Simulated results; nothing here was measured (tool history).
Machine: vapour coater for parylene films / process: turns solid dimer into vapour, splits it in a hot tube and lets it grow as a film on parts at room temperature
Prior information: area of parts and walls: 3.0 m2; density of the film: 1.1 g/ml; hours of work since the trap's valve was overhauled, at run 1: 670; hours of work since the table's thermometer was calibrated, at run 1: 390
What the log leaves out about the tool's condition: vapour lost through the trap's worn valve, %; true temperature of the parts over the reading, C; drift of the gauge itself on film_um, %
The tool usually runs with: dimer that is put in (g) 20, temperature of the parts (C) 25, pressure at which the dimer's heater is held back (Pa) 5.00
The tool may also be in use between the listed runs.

run   hour  dimer that is put in (g)  temperature of the parts (C)  pressure at which the dimer's heater is held back (Pa)  hours of work since the trap's valve was overhauled  hours of work since the table's thermometer was calibrated  thickness of the film (um)
  1    0.0                        20                            25                                                    5.00                                                  670                                                         390                        3.08
  2   15.3                        20                            25                                                    5.00                                                  676                                                         396                        2.96
  3   41.8                        20                            25                                                    5.00                                                  687                                                         406                        3.06
      48.6  -- trap's valve overhauled
  4   68.3                        20                            25                                                    5.00                                                    8                                                         415                        2.94
  5  101.0                        20                            25                                                    5.00                                                   21                                                         428                        2.84
  6  133.8                        23                            25                                                    5.00                                                   34                                                         441                        3.37
  7  160.4                        23                            25                                                    5.00                                                   45                                                         452                        3.34
  8  192.4                        20                            25                                                    5.00                                                   58                                                         465                        2.89
     210.0  -- trap's valve overhauled, once more
  9  215.4                        20                            25                                                    5.00                                                    2                                                         473                        3.32
 10  233.5                        20                            22                                                    5.00                                                    9                                                         480                        3.48
 11  248.5                        20                            25                                                    5.00                                                   15                                                         486                        3.30
 12  281.3                        20                            25                                                    5.00                                                   29                                                         499                        3.31
 13  303.1                        20                            25                                                    5.00                                                   37                                                         508                        3.30
 14  321.8                        20                            25                                                    5.00                                                   45                                                         515                        3.29
 15  349.0                        20                            25                                                    5.00                                                   56                                                         526                        3.26
 16  381.0                        20                            25                                                    5.00                                                   68                                                         539                        3.18
 17  407.7                        20                            19                                                    2.38                                                   79                                                         549                        4.18
 18  436.3                        18                            26                                                    3.49                                                   91                                                         561                        2.98
 19  465.0                        18                            26                                                    3.49                                                  102                                                         572                        3.01
 20  496.1                        18                            26                                                    3.49                                                  115                                                         585                        2.97
 21  526.5                        27                            32                                                    9.71                                                  127                                                         597                        3.33
 22  557.2                        13                            25                                                    7.52                                                  139                                                         609                        2.00
 23  581.0                        21                            29                                                    2.24                                                  148                                                         619                        3.41
 24  603.6                        30                            25                                                    5.00                                                  158                                                         628                        4.83
 25  633.3                        30                            25                                                    5.00                                                  169                                                         640                        4.84
 26  647.7                        13                            31                                                    5.00                                                  175                                                         646                        1.78
 27  677.8                        13                            31                                                    5.00                                                  187                                                         658                        1.79
 28  707.3                        13                            31                                                    5.00                                                  199                                                         669                        1.81
 29  726.7                         8                            28                                                    5.00                                                  207                                                         677                        1.21
 30  758.8                         8                            26                                                    4.79                                                  220                                                         690                        1.25

Forecast each of these 4 alternatives for the next run:
  A  779.5                        14                            20                                                    4.73                                                  228                                                         698                           ?
  B  779.5                        10                            20                                                   11.26                                                  228                                                         698                           ?
  C  779.5                        26                            26                                                    4.79                                                  228                                                         698                           ?
  D  779.5                         8                            26                                                    2.22                                                  228                                                         698                           ?

run  thickness of the film (um)
  A                        2.56
  B                        1.61
  C                        4.05
  D                        1.36
With no hidden state in the tool, these same runs would have given:
run  thickness of the film (um)
  A                        2.65
  B                        1.67
  C                        4.21
  D                        1.41
